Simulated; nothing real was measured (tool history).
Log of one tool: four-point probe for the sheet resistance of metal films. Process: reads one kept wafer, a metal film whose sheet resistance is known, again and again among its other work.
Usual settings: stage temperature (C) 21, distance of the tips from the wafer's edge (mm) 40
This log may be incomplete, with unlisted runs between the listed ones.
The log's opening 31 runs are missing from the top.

run	hour	stage temperature (C)	distance of the tips from the wafer's edge (mm)	touches since the probe head was changed	hours of work since the stage's thermometer was calibrated	sheet resistance as the instrument gives it (ohm/square)
32	1046.6	31	6	34518	838	0.290906
33	1068.6	31	6	35595	855	0.290888
34	1111.2	31	6	37673	887	0.290937
35	1141.9	33	29	39177	911	0.289865
36	1172.4	22	5	40666	934	0.291040
37	1201.1	22	5	42067	955	0.291040
38	1229.8	22	58	43469	977	0.289426
39	1257.9	25	14	44841	999	0.289616
40	1303.8	24	8	47086	1034	0.290001

Forecast run 41:
41	1328.7	24	8	48301	1052	?

{"run 41": {"sheet resistance as the instrument gives it (ohm/square)": 0.290045}}
If the tool had no hidden condition, the same run with the same run-to-run variation would have returned sheet resistance as the instrument gives it (ohm/square) 0.292278.
